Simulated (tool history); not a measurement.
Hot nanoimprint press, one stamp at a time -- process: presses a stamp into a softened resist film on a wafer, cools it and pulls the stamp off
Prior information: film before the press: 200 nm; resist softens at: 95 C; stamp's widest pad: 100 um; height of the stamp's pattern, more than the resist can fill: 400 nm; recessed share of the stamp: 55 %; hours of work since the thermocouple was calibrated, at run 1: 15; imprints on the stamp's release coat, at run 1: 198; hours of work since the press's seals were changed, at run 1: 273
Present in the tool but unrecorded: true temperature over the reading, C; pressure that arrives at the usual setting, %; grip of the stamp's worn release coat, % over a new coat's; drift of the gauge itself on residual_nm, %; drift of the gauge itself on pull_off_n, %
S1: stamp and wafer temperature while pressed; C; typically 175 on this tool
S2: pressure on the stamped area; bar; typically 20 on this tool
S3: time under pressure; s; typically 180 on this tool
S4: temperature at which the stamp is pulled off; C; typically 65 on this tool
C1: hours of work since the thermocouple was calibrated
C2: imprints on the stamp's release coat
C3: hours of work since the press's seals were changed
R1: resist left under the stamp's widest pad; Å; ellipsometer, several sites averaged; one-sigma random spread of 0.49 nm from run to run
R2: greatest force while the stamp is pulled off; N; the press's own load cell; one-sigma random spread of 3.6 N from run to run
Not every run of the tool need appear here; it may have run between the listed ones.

| run | hour | S1 | S2 | S3 | S4 | C1 | C2 | C3 | R1 | R2 |
|---|---|---|---|---|---|---|---|---|---|---|
| 1 | 0 | 175 | 20 | 180 | 65 | 15 | 198 | 273 | 1204 | 187 |
| 2 | 12.5 | 175 | 20 | 180 | 65 | 20 | 227 | 279 | 1210 | 184 |
| 3 | 25.7 | 175 | 20 | 180 | 65 | 26 | 258 | 285 | 1209 | 187 |
| 4 | 35.5 | 175 | 23.9 | 180 | 65 | 31 | 281 | 289 | 1110 | 192 |
| 5 | 45.3 | 181 | 20 | 180 | 65 | 35 | 304 | 294 | 986 | 191 |
| 6 | 54 | 175 | 20 | 180 | 65 | 39 | 325 | 298 | 1208 | 188 |
| 7 | 63.1 | 175 | 20 | 233 | 65 | 43 | 347 | 302 | 1123 | 193 |
| 8 | 78.9 | 175 | 20 | 233 | 65 | 51 | 384 | 309 | 1125 | 200 |
| 9 | 90.9 | 175 | 20 | 233 | 65 | 56 | 412 | 314 | 1121 | 195 |
| 10 | 101.3 | 175 | 20 | 180 | 53 | 61 | 436 | 319 | 1211 | 216 |
| 11 | 116.2 | 175 | 20 | 180 | 65 | 67 | 472 | 326 | 1208 | 196 |
| 12 | 125.2 | 175 | 20 | 180 | 65 | 71 | 493 | 330 | 1213 | 202 |
| 13 | 136.5 | 175 | 20 | 180 | 57 | 77 | 520 | 335 | 1213 | 211 |
| 14 | 150.7 | 175 | 20 | 132 | 65 | 83 | 553 | 342 | 1323 | 211 |
| 15 | 160.4 | 166 | 20 | 359 | 72 | 87 | 576 | 346 | 1348 | 189 |
| 16 | 174.9 | 171 | 21.7 | 291 | 68 | 94 | 610 | 353 | 1169 | 196 |
| 17 | 183.2 | 174 | 28.4 | 293 | 67 | 98 | 630 | 356 | 915 | 201 |
| 18 | 191.2 | 170 | 27.5 | 123 | 58 | 101 | 648 | 360 | 1377 | 215 |
| 19 | 207.5 | 170 | 27.5 | 123 | 58 | 109 | 687 | 367 | 1385 | 209 |
| 20 | 221.6 | 184 | 13.3 | 180 | 72 | 115 | 720 | 374 | 1104 | 209 |
| 21 | 235.4 | 184 | 13.3 | 180 | 72 | 121 | 753 | 380 | 1105 | 205 |
| 22 | 246.7 | 175 | 16.1 | 180 | 65 | 127 | 779 | 385 | 1337 | 217 |
| 23 | 254.8 | 184 | 16.1 | 180 | 65 | 130 | 799 | 389 | 1009 | 216 |
| 24 | 270.2 | 171 | 18 | 180 | 65 | 137 | 835 | 396 | 1434 | 212 |
| 25 | 281 | 175 | 20 | 121 | 53 | 142 | 860 | 401 | 1365 | 230 |
| 26 | 288.9 | 182 | 29.8 | 277 | 72 | 146 | 879 | 404 | 668 | 210 |
| 27 | 304.9 | 182 | 29.8 | 277 | 72 | 153 | 917 | 411 | 676 | 207 |

Consider 4 possible next runs. They are alternatives, not a sequence: every one starts from the tool as it was left by run 27. What does each give?
| A | 315.9 | 182 | 27.2 | 205 | 64 | 158 | 943 | 416 | ? | ? |
| B | 315.9 | 175 | 20 | 180 | 65 | 158 | 943 | 416 | ? | ? |
| C | 315.9 | 187 | 15.1 | 345 | 65 | 158 | 943 | 416 | ? | ? |
| D | 315.9 | 182 | 14.6 | 277 | 71 | 158 | 943 | 416 | ? | ? |

| run | R1 | R2 |
|---|---|---|
| A | 786 | 218 |
| B | 1227 | 209 |
| C | 754 | 215 |
| D | 980 | 208 |
Without the tool's unlogged condition, the same runs would have read:
| run | R1 | R2 |
|---|---|---|
| A | 752 | 173 |
| B | 1187 | 167 |
| C | 727 | 171 |
| D | 947 | 166 |

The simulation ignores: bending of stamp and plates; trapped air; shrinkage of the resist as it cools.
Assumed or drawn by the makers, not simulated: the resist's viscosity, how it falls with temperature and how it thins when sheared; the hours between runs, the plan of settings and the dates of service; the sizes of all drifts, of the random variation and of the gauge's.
